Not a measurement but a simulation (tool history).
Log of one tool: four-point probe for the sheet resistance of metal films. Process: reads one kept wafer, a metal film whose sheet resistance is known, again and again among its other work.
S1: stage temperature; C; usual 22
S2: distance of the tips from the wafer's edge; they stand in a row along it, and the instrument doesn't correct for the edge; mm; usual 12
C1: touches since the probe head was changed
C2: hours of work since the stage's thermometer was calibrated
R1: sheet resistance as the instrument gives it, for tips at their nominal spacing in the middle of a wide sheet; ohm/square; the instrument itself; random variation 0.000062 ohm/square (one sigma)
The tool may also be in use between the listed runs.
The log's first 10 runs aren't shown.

Run 11, hour 235.7: usual settings but S2 4 mm; C1 21096; C2 106. Result: R1 0.323423 ohm/square.
Run 12, hour 250.6: usual settings but S2 4 mm; C1 21573; C2 117. Result: R1 0.323415 ohm/square.
Run 13, hour 283.5: usual settings; C1 22621; C2 140. Result: R1 0.309411 ohm/square.
Run 14, hour 303.2: usual settings but S2 8 mm; C1 23249; C2 154. Result: R1 0.311802 ohm/square.
Run 15, hour 332.4: usual settings but S1 26 C, S2 8 mm; C1 24178; C2 175. Result: R1 0.312506 ohm/square.
Run 16, hour 358.9: usual settings but S1 26 C, S2 8 mm; C1 25024; C2 194. Result: R1 0.312643 ohm/square.
Run 17, hour 387.5: usual settings but S2 46 mm; C1 25936; C2 215. Result: R1 0.307785 ohm/square.
Run 18, hour 418.0: usual settings but S2 66 mm; C1 26907; C2 237. Result: R1 0.307589 ohm/square.
Run 19, hour 441.4: usual settings but S1 32 C, S2 29 mm; C1 27653; C2 254. Result: R1 0.309847 ohm/square.
Run 20, hour 460.7: usual settings but S1 28 C, S2 16 mm; C1 28267; C2 267. Result: R1 0.309804 ohm/square.
Run 21, hour 479.4: usual settings but S1 28 C, S2 16 mm; C1 28863; C2 281. Result: R1 0.309925 ohm/square.
Run 22, hour 493.0: usual settings but S1 28 C, S2 16 mm; C1 29296; C2 291. Result: R1 0.309898 ohm/square.
Run 23, hour 521.1: usual settings but S1 21 C, S2 15 mm; C1 30194; C2 311. Result: R1 0.308615 ohm/square.

The next listed run, before its measurement:
Run 24, hour 541.3: usual settings but S1 34 C, S2 4 mm; C1 30836; C2 325. Result: R1 ?.

{"run 24": {"R1": 0.325857}}
Without the tool's hidden state the same run would have given R1 0.325864 ohm/square.
